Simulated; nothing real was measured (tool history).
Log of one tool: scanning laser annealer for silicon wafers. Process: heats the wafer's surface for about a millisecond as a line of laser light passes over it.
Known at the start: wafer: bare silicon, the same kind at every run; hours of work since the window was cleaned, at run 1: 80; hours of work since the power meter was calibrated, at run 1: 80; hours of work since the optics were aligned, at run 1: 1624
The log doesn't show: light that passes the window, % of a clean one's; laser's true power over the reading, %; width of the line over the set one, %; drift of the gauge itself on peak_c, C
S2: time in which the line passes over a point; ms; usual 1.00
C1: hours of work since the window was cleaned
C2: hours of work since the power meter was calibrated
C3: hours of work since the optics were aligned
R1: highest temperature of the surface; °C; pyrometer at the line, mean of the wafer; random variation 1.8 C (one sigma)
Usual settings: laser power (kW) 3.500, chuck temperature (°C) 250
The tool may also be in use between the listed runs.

{"run": 1, "hour": 0.0, "laser power (kW)": 3.5, "S2": 1.0, "chuck temperature (°C)": 250, "C1": 80, "C2": 80, "C3": 1624, "R1": 1024}
{"run": 2, "hour": 16.1, "laser power (kW)": 3.5, "S2": 1.0, "chuck temperature (°C)": 250, "C1": 86, "C2": 86, "C3": 1630, "R1": 1028}
{"run": 3, "hour": 38.8, "laser power (kW)": 3.5, "S2": 0.91, "chuck temperature (°C)": 250, "C1": 96, "C2": 96, "C3": 1640, "R1": 997}
{"run": 4, "hour": 56.3, "laser power (kW)": 3.5, "S2": 1.0, "chuck temperature (°C)": 227, "C1": 103, "C2": 103, "C3": 1647, "R1": 999}
{"run": 5, "hour": 74.4, "laser power (kW)": 3.5, "S2": 1.0, "chuck temperature (°C)": 250, "C1": 110, "C2": 110, "C3": 1654, "R1": 1023}
{"run": 6, "hour": 91.4, "laser power (kW)": 3.5, "S2": 1.0, "chuck temperature (°C)": 250, "C1": 117, "C2": 117, "C3": 1661, "R1": 1026}
{"run": 7, "hour": 108.1, "laser power (kW)": 3.5, "S2": 1.0, "chuck temperature (°C)": 250, "C1": 124, "C2": 124, "C3": 1668, "R1": 1023}
{"run": 8, "hour": 118.6, "laser power (kW)": 3.5, "S2": 1.0, "chuck temperature (°C)": 250, "C1": 129, "C2": 129, "C3": 1672, "R1": 1024}
{"run": 9, "hour": 143.0, "laser power (kW)": 3.796, "S2": 1.0, "chuck temperature (°C)": 250, "C1": 139, "C2": 139, "C3": 1683, "R1": 1106}
{"run": 10, "hour": 153.2, "laser power (kW)": 3.5, "S2": 0.79, "chuck temperature (°C)": 250, "C1": 143, "C2": 143, "C3": 1687, "R1": 945}
{"run": 11, "hour": 173.0, "laser power (kW)": 3.5, "S2": 0.79, "chuck temperature (°C)": 250, "C1": 151, "C2": 151, "C3": 1695, "R1": 943}
{"run": 12, "hour": 187.8, "laser power (kW)": 3.5, "S2": 1.0, "chuck temperature (°C)": 250, "C1": 157, "C2": 157, "C3": 1701, "R1": 1020}
{"run": 13, "hour": 199.5, "laser power (kW)": 3.118, "S2": 1.0, "chuck temperature (°C)": 250, "C1": 162, "C2": 162, "C3": 1706, "R1": 922}
{"run": 14, "hour": 213.3, "laser power (kW)": 3.5, "S2": 1.0, "chuck temperature (°C)": 250, "C1": 168, "C2": 168, "C3": 1711, "R1": 1021}
{"run": 15, "hour": 224.6, "laser power (kW)": 3.5, "S2": 1.0, "chuck temperature (°C)": 250, "C1": 172, "C2": 172, "C3": 1716, "R1": 1023}
{"run": 16, "hour": 243.9, "laser power (kW)": 3.086, "S2": 1.0, "chuck temperature (°C)": 250, "C1": 180, "C2": 180, "C3": 1724, "R1": 913}
{"run": 17, "hour": 256.7, "laser power (kW)": 3.5, "S2": 1.0, "chuck temperature (°C)": 250, "C1": 185, "C2": 185, "C3": 1729, "R1": 1018}
{"run": 18, "hour": 277.8, "laser power (kW)": 3.5, "S2": 1.0, "chuck temperature (°C)": 250, "C1": 194, "C2": 194, "C3": 1738, "R1": 1021}
{"run": 19, "hour": 301.5, "laser power (kW)": 3.53, "S2": 0.71, "chuck temperature (°C)": 285, "C1": 204, "C2": 204, "C3": 1748, "R1": 949}
{"run": 20, "hour": 322.7, "laser power (kW)": 3.53, "S2": 0.71, "chuck temperature (°C)": 285, "C1": 213, "C2": 213, "C3": 1756, "R1": 947}
{"run": 21, "hour": 342.2, "laser power (kW)": 3.53, "S2": 1.14, "chuck temperature (°C)": 285, "C1": 221, "C2": 221, "C3": 1765, "R1": 1110}
{"run": 22, "hour": 353.3, "laser power (kW)": 3.53, "S2": 1.14, "chuck temperature (°C)": 285, "C1": 225, "C2": 225, "C3": 1769, "R1": 1111}
{"hour": 358.6, "done": "laser's power meter calibrated"}
{"hour": 375.0, "done": "optics aligned, line set to its width"}
{"run": 23, "hour": 375.3, "laser power (kW)": 3.53, "S2": 1.14, "chuck temperature (°C)": 285, "C1": 231, "C2": 5, "C3": 0, "R1": 1142}
{"run": 24, "hour": 395.7, "laser power (kW)": 3.831, "S2": 1.14, "chuck temperature (°C)": 221, "C1": 239, "C2": 13, "C3": 9, "R1": 1168}
{"run": 25, "hour": 417.8, "laser power (kW)": 3.809, "S2": 0.84, "chuck temperature (°C)": 220, "C1": 248, "C2": 22, "C3": 18, "R1": 1034}
{"run": 26, "hour": 428.4, "laser power (kW)": 3.809, "S2": 0.84, "chuck temperature (°C)": 220, "C1": 253, "C2": 27, "C3": 22, "R1": 1037}
{"run": 27, "hour": 448.8, "laser power (kW)": 3.809, "S2": 0.84, "chuck temperature (°C)": 220, "C1": 261, "C2": 35, "C3": 30, "R1": 1033}
{"run": 28, "hour": 469.6, "laser power (kW)": 3.099, "S2": 1.1, "chuck temperature (°C)": 260, "C1": 270, "C2": 44, "C3": 39, "R1": 976}
{"run": 29, "hour": 483.4, "laser power (kW)": 3.099, "S2": 1.1, "chuck temperature (°C)": 260, "C1": 275, "C2": 49, "C3": 45, "R1": 979}
{"run": 30, "hour": 498.9, "laser power (kW)": 3.238, "S2": 0.74, "chuck temperature (°C)": 284, "C1": 282, "C2": 56, "C3": 51, "R1": 914}
{"hour": 504.0, "done": "laser's power meter calibrated, once more"}
{"run": 31, "hour": 513.7, "laser power (kW)": 3.827, "S2": 1.11, "chuck temperature (°C)": 253, "C1": 287, "C2": 4, "C3": 56, "R1": 1173}
{"run": 32, "hour": 535.3, "laser power (kW)": 3.705, "S2": 1.12, "chuck temperature (°C)": 244, "C1": 296, "C2": 13, "C3": 65, "R1": 1129}
{"run": 33, "hour": 550.5, "laser power (kW)": 3.692, "S2": 1.12, "chuck temperature (°C)": 266, "C1": 302, "C2": 19, "C3": 71, "R1": 1151}

Measured less the same run without the tool's hidden state. The same run-to-run variation is in both; the gauge's scatter may not be:
run=1 R1=-30
run=2 R1=-30
run=3 R1=-29
run=4 R1=-31
run=5 R1=-31
run=6 R1=-31
run=7 R1=-32
run=8 R1=-32
run=9 R1=-36
run=10 R1=-29
run=11 R1=-30
run=12 R1=-34
run=13 R1=-29
run=14 R1=-35
run=15 R1=-34
run=16 R1=-30
run=17 R1=-36
run=18 R1=-36
run=19 R1=-31
run=20 R1=-32
run=21 R1=-40
run=22 R1=-40
run=23 R1=-8
run=24 R1=-10
run=25 R1=-9
run=26 R1=-9
run=27 R1=-9
run=28 R1=-9
run=29 R1=-9
run=30 R1=-8
run=31 R1=-23
run=32 R1=-22
run=33 R1=-23
